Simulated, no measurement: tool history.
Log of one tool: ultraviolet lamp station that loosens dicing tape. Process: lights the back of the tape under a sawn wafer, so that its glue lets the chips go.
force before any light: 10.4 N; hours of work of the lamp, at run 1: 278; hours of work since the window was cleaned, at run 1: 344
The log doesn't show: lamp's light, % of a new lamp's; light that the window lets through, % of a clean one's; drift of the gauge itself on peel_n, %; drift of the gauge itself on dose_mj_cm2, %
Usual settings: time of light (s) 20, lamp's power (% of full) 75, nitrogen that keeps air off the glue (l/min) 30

run	hour	time of light (s)	lamp's power (% of full)	nitrogen that keeps air off the glue (l/min)	hours of work of the lamp	hours of work since the window was cleaned	force that peels the tape off (N)	light that reached the tape (J/m2)
1	0.0	20	75	30	278	344	0.683	2740
2	7.4	20	75	30	282	348	0.672	2670
3	20.4	20	75	30	289	355	0.689	2630
4	27.5	20	75	30	293	359	0.701	2660
5	40.0	20	75	30	300	365	0.716	2660
6	49.4	20	75	30	304	370	0.708	2600
7	61.6	20	75	30	311	377	0.730	2620
8	67.2	20	75	30	314	380	0.727	2660
# hour 68.4: window cleaned of glue's vapour
9	75.6	28	75	30	318	4	0.340	3580
10	88.6	20	96	30	325	11	0.420	3310
# hour 93.8: window cleaned of glue's vapour, once more
11	96.2	20	75	12	329	1	1.369	2620
12	107.9	20	75	12	335	7	1.425	2650
13	114.4	10	75	54	338	11	1.966	1330
14	122.7	23	76	54	343	15	0.332	3120
15	130.9	30	65	18	347	20	0.575	3430
16	137.3	30	65	18	350	23	0.592	3400
17	146.5	11	68	13	355	28	3.531	1320
18	155.8	11	68	13	360	33	3.793	1260
19	164.7	11	68	13	365	37	3.790	1260
20	175.2	11	68	13	370	43	3.647	1260
21	184.1	20	63	52	375	48	0.789	2140
22	189.5	15	83	33	378	51	1.037	2110
23	196.8	15	83	33	382	54	1.043	2140

Forecast each of these 5 alternatives for the next run:
A	205.7	38	87	19	387	59	?	?
B	205.7	15	74	39	387	59	?	?
C	205.7	12	90	21	387	59	?	?
D	205.7	20	63	30	387	59	?	?
E	205.7	21	83	12	387	59	?	?

run	force that peels the tape off (N)	light that reached the tape (J/m2)
A	0.205	5570
B	1.208	1890
C	1.872	1790
D	1.099	2130
E	1.138	2940
Without the tool's hidden state the same runs would have given:
run	force that peels the tape off (N)	light that reached the tape (J/m2)
A	0.166	7290
B	0.688	2470
C	1.147	2350
D	0.613	2790
E	0.637	3850
